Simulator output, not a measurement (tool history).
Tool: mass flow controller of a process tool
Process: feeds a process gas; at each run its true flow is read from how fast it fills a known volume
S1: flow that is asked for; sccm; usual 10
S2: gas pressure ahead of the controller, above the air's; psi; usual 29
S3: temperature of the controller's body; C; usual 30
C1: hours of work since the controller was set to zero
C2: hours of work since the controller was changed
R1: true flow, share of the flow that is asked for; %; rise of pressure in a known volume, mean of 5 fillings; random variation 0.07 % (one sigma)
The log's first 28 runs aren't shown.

run 29 hour=11314.9 | S1=2 S2=22.5 S3=27 | C1=3562 C2=3562 | R1=94.56
-- hour=11354.8 controller's zero set anew
run 30 hour=11567.4 | S1=2 S2=22.5 S3=27 | C1=91 C2=3670 | R1=93.62
run 31 hour=12059.7 | S1=17 S2=33.1 S3=30 | C1=303 C2=3882 | R1=98.12
run 32 hour=12545.6 | S1=5 S2=21.3 S3=25 | C1=511 C2=4090 | R1=95.54
run 33 hour=12904.5 | S1=8 S2=34.5 S3=24 | C1=665 C2=4244 | R1=95.53
run 34 hour=13248.1 | S1=4 S2=40.3 S3=38 | C1=813 C2=4392 | R1=95.48
run 35 hour=13779.5 | S1=5 S2=23.5 S3=29 | C1=1041 C2=4620 | R1=95.42
-- hour=13866.9 controller's zero set anew, once more
run 36 hour=14263 | S1=10 S2=27.1 S3=29 | C1=170 C2=4827 | R1=97.23
run 37 hour=14754.4 | S1=6 S2=40.6 S3=21 | C1=381 C2=5038 | R1=95.3
-- hour=14962.9 controller exchanged for a calibrated one
run 38 hour=15273.4 | S1=11 S2=28.4 S3=31 | C1=133 C2=133 | R1=99.52
run 39 hour=15610 | S1=6 S2=29 S3=30 | C1=278 C2=278 | R1=98.63
run 40 hour=16104.6 | S1=2 S2=39.9 S3=30 | C1=490 C2=490 | R1=97.33
run 41 hour=16596.3 | S1=10 S2=38.1 S3=30 | C1=701 C2=701 | R1=98.7
run 42 hour=16969 | S1=4 S2=37 S3=26 | C1=861 C2=861 | R1=97.13
run 43 hour=17500.1 | S1=10 S2=34.1 S3=29 | C1=1089 C2=1089 | R1=98.52
run 44 hour=17831.6 | S1=8 S2=34.1 S3=22 | C1=1232 C2=1232 | R1=97.3
run 45 hour=18060.8 | S1=8 S2=37.1 S3=22 | C1=1330 C2=1330 | R1=97.07
run 46 hour=18301.1 | S1=4 S2=29 S3=35 | C1=1433 C2=1433 | R1=98.12
run 47 hour=18597.8 | S1=7 S2=40 S3=30 | C1=1561 C2=1561 | R1=97.55

Forecast each of these 5 alternatives for the next run:
run A hour=19111.9 | S1=5 S2=28.1 S3=24 | C1=1781 C2=1781 | R1=?
run B hour=19111.9 | S1=7 S2=39.9 S3=31 | C1=1781 C2=1781 | R1=?
run C hour=19111.9 | S1=7 S2=26.4 S3=33 | C1=1781 C2=1781 | R1=?
run D hour=19111.9 | S1=2 S2=40 S3=24 | C1=1781 C2=1781 | R1=?
run E hour=19111.9 | S1=2 S2=28 S3=29 | C1=1781 C2=1781 | R1=?

run=A R1=96.71
run=B R1=97.51
run=C R1=98.36
run=D R1=95.23
run=E R1=96.18
Without the tool's hidden state the same runs would have given:
run=A R1=97.93
run=B R1=98.59
run=C R1=99.44
run=D R1=97.17
run=E R1=98.12
